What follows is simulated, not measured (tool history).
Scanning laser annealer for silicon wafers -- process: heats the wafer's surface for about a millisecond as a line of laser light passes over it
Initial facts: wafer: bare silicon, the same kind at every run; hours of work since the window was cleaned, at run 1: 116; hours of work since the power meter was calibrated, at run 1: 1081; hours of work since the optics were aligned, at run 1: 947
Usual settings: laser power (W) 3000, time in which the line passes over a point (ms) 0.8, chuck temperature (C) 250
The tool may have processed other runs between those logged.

run,day,laser power (W),time in which the line passes over a point (ms),chuck temperature (C),hours of work since the window was cleaned,hours of work since the power meter was calibrated,hours of work since the optics were aligned,highest temperature of the surface (C)
1,0,3000,0.8,250,116,1081,947,986
2,1.471,3000,0.8,250,143,1108,974,985
3,3.467,3000,0.8,250,180,1145,1011,981
4,5.3,3000,0.8,250,214,1179,1044,980
5,7.929,3000,0.8,250,262,1227,1093,976
6,9.546,3000,0.8,250,292,1257,1123,975
7,10.862,3000,0.8,250,316,1281,1147,972
# day 11.588: window over the wafer cleaned
8,13.288,2822,0.8,250,31,1324,1190,948
9,15.725,2822,0.8,250,76,1369,1235,944
10,17.804,2822,0.8,250,115,1407,1273,942
11,19.688,3000,0.769,250,149,1442,1308,969
12,21.992,3000,0.797,250,192,1485,1351,977
13,24.546,3000,0.797,250,239,1532,1398,972
14,26.046,3000,0.797,250,267,1559,1425,970
15,28.592,3000,0.797,250,313,1606,1472,965
# day 29.425: window over the wafer cleaned
16,29.829,3000,0.797,250,7,1628,1494,996
17,31.083,3000,0.797,250,31,1651,1517,991
18,33.238,3000,0.805,250,70,1690,1556,993
19,34.783,3000,0.8,250,99,1719,1585,990
20,37.042,3000,0.911,275,140,1761,1626,1055
21,38.867,3000,0.911,275,174,1794,1660,1054
22,40.008,3197,0.911,249,195,1815,1681,1077
23,41.942,2967,0.8,245,231,1851,1717,965
24,44.092,2976,0.861,230,270,1891,1756,975
25,45.342,2620,0.861,273,293,1914,1780,928
26,46.838,3135,0.651,258,321,1941,1807,942
# day 47.254: window over the wafer cleaned
27,48.454,3135,0.651,258,22,1969,1835,960
28,50.712,3163,0.8,211,64,2011,1877,992
29,53.05,3163,0.8,211,107,2054,1920,987
30,55,2567,0.84,223,143,2090,1956,869
# day 55.392: optics aligned, line set to its width
31,56.862,2832,0.8,213,173,2121,27,910
32,58.979,2663,0.718,240,212,2160,66,863
33,60.662,3045,0.943,227,243,2191,97,1033
34,62.471,3045,0.943,227,277,2224,131,1025
35,64.288,3045,0.943,227,310,2258,164,1024
# day 65.317: window over the wafer cleaned
36,66.358,2725,0.751,263,19,2294,201,924
37,69.05,3274,0.694,270,69,2344,250,1032
38,70.65,3000,0.563,267,98,2373,280,897

Predict each of these 3 candidate next runs independently; none follows another, all start after run 38:
A,72.796,2588,0.796,250,138,2413,319,?
B,72.796,3000,0.677,244,138,2413,319,?
C,72.796,3000,0.812,286,138,2413,319,?

run,highest temperature of the surface (C)
A,889
B,926
C,1032
What these runs would have given with no unlogged condition in the tool:
run,highest temperature of the surface (C)
A,895
B,933
C,1040
